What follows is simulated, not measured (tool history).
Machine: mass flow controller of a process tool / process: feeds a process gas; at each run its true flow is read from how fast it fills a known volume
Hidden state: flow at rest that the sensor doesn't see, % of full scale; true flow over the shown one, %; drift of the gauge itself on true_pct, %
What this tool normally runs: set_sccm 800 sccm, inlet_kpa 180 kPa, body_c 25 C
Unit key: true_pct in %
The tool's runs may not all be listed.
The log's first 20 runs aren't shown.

| run | hour | set_sccm | inlet_kpa | body_c | hours of work since the controller was set to zero | hours of work since the controller was changed | true_pct |
|---|---|---|---|---|---|---|---|
| 21 | 3042.1 | 800 | 223 | 36 | 3898 | 3898 | 99.47 |
| 22 | 3140.1 | 942 | 180 | 32 | 3962 | 3962 | 100.09 |
| 23 | 3242.3 | 942 | 180 | 32 | 4029 | 4029 | 100.21 |
| 24 | 3400.4 | 942 | 180 | 32 | 4132 | 4132 | 100.1 |
| 25 | 3529.5 | 942 | 180 | 32 | 4216 | 4216 | 100.13 |
| 26 | 3635.8 | 800 | 175 | 25 | 4286 | 4286 | 100.06 |
| 27 | 3790.2 | 800 | 175 | 25 | 4387 | 4387 | 99.99 |
| 28 | 3956 | 800 | 175 | 25 | 4495 | 4495 | 100.07 |
| 29 | 4069.8 | 800 | 180 | 33 | 4570 | 4570 | 99.83 |
| 30 | 4248.9 | 650 | 235 | 31 | 4687 | 4687 | 99.18 |
| 31 | 4439.1 | 194 | 194 | 28 | 4811 | 4811 | 97.41 |

Here are 4 independent what-if runs from the current tool condition. What would each one return?
| A | 4570 | 800 | 205 | 25 | 4897 | 4897 | ? |
| B | 4570 | 194 | 246 | 29 | 4897 | 4897 | ? |
| C | 4570 | 194 | 268 | 28 | 4897 | 4897 | ? |
| D | 4570 | 131 | 194 | 28 | 4897 | 4897 | ? |

| run | true_pct |
|---|---|
| A | 100.04 |
| B | 97.15 |
| C | 97.06 |
| D | 96.51 |
Take away the tool's hidden state, keep each run's random variation, and the runs would have read:
| run | true_pct |
|---|---|
| A | 99.55 |
| B | 98.02 |
| C | 97.92 |
| D | 98.24 |
